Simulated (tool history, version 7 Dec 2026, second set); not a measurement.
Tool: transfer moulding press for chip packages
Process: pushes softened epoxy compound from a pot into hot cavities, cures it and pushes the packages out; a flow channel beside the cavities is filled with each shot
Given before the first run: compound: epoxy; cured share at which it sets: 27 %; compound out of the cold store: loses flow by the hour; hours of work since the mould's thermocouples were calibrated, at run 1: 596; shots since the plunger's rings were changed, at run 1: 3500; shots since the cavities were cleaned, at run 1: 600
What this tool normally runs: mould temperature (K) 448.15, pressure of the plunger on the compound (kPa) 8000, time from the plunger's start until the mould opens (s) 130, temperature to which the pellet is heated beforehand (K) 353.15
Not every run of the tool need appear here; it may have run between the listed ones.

run	hour	mould temperature (K)	pressure of the plunger on the compound (kPa)	time from the plunger's start until the mould opens (s)	temperature to which the pellet is heated beforehand (K)	hours of work since the mould's thermocouples were calibrated	shots since the plunger's rings were changed	shots since the cavities were cleaned	incoming compound's hours out of the cold store	length that the compound runs in the flow channel (mm)	greatest force on the pins that push the packages out (N)
1	0	448.15	8000	130	353.15	596	3500	600	42.4	846	691
# hour 7.1: cavities cleaned with cleaning compound and waxed
2	36.1	455.15	8000	130	353.15	622	3857	299	39.6	845	555
# hour 72.6: cavities cleaned with cleaning compound and waxed
3	81.6	448.15	8490	130	353.15	656	4310	92	47.9	865	503
# hour 105.5: mould's thermocouples calibrated
# hour 135.6: cavities cleaned with cleaning compound and waxed
4	144.8	448.15	8490	130	353.15	29	4926	95	36	885	509
# hour 185.3: plunger's sealing rings changed
5	190.1	448.15	8490	130	353.15	61	49	536	43.2	918	694
# hour 200.7: cavities cleaned with cleaning compound and waxed
6	239.2	441.15	8000	130	353.15	98	540	397	14.3	979	894
# hour 261.7: cavities cleaned with cleaning compound and waxed
7	275.9	449.15	8000	130	353.15	124	903	147	43.3	875	533
# hour 323.9: cavities cleaned with cleaning compound and waxed
8	324	449.15	6600	130	353.15	160	1383	1	41.2	803	488
9	352.7	449.15	6600	130	353.15	182	1678	296	43.9	794	626
# hour 389.9: cavities cleaned with cleaning compound and waxed
10	392.6	448.15	8000	130	353.15	211	2074	28	12.1	957	503
11	441.7	448.15	8000	130	353.15	248	2580	534	13.8	956	706
# hour 453.3: cavities cleaned with cleaning compound and waxed
12	491.9	444.15	8000	130	353.15	285	3082	397	31.4	898	705
# hour 516.8: cavities cleaned with cleaning compound and waxed
13	524.3	441.15	8000	130	353.15	309	3401	78	30.4	902	719
14	554.6	441.15	8000	130	353.15	332	3713	390	42.9	874	826
# hour 580.4: cavities cleaned with cleaning compound and waxed
15	592.3	452.15	7020	142	353.15	359	4086	123	19	848	490
16	628.7	452.15	7800	116	343.15	387	4461	498	19.6	886	685
# hour 641.4: cavities cleaned with cleaning compound and waxed
17	685.7	452.15	7800	116	343.15	429	5033	457	20.7	889	656
# hour 706.1: cavities cleaned with cleaning compound and waxed
# hour 718.2: plunger's sealing rings changed
18	745.5	452.15	7800	116	343.15	471	282	381	19.9	948	613
# hour 769.6: cavities cleaned with cleaning compound and waxed
19	781.6	452.15	9190	116	350.15	498	638	124	29.7	984	521
# hour 835.6: cavities cleaned with cleaning compound and waxed
20	845.8	442.15	7380	130	353.15	545	1284	106	42.8	858	643
# hour 900.7: cavities cleaned with cleaning compound and waxed
21	904.7	448.15	8170	111	353.15	589	1875	40	22.6	957	591

Run 22, settings as shown, results not yet in. Your forecast:
22	943	445.15	7300	120	347.15	618	2270	435	18.1	?	?

length that the compound runs in the flow channel (mm): 916
greatest force on the pins that push the packages out (N): 793
Were there no unlogged condition in the tool, this run, its random variation unchanged, would have produced length that the compound runs in the flow channel (mm) 945, greatest force on the pins that push the packages out (N) 613.
